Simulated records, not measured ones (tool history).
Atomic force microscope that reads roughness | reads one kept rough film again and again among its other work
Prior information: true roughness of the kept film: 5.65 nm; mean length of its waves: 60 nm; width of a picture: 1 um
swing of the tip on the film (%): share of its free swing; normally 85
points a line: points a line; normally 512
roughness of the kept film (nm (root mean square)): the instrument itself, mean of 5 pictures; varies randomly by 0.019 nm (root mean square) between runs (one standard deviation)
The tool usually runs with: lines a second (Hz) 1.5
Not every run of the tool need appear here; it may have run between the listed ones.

run	day	lines a second (Hz)	swing of the tip on the film (%)	points a line	roughness of the kept film (nm (root mean square))
1	0	1.5	85	512	4.238
2	0.421	1.5	85	386	4.164
3	0.838	1.5	85	512	4.163
# day 1.412: new tip fitted
4	1.442	2.87	85	512	3.98
5	1.971	2.87	85	512	3.94
6	2.371	2.87	85	512	3.871
7	2.9	1.5	59	512	5.052
8	3.4	1.5	59	512	4.939
9	3.688	1.37	59	512	4.962
10	4.217	1.37	60	512	4.851
11	4.779	1.5	85	512	4.236
12	5.267	1.5	60	512	4.726
# day 5.633: new tip fitted
13	5.758	1.5	85	456	4.583
14	6.075	1.5	85	456	4.537
15	6.321	1.5	85	512	4.464
16	6.85	1.5	85	512	4.443
17	7.175	1.5	86	512	4.364
18	7.621	1.5	86	512	4.293
19	8.196	1.5	85	357	4.3
20	8.479	1.5	85	357	4.259
21	8.933	1.5	85	357	4.187
22	9.475	1.5	85	512	4.172
# day 9.867: new tip fitted
23	10.05	1.5	85	512	4.592
24	10.321	1.5	85	512	4.527
25	10.662	0.63	84	447	4.917
26	11.017	0.63	84	447	4.937
27	11.308	2.85	70	443	4.483
28	11.662	1.5	76	417	4.638
29	11.979	3.98	79	539	3.739
30	12.288	1.5	81	266	4.396
31	12.717	1.5	81	266	4.386
32	13.108	1.5	81	266	4.325
33	13.558	0.56	72	266	4.795
34	14.038	1.5	85	753	4.157
# day 14.108: new tip fitted
35	14.504	1.5	85	753	4.503
36	14.767	1.5	89	838	4.351
37	15.262	1.59	70	840	4.827

Run 38 has not been measured yet. What should we expect?
38	15.65	1.59	70	840	?

{"run 38": {"roughness of the kept film (nm (root mean square))": 4.778}}
With no hidden state in the tool, this same run would have given roughness of the kept film (nm (root mean square)) 5.018.

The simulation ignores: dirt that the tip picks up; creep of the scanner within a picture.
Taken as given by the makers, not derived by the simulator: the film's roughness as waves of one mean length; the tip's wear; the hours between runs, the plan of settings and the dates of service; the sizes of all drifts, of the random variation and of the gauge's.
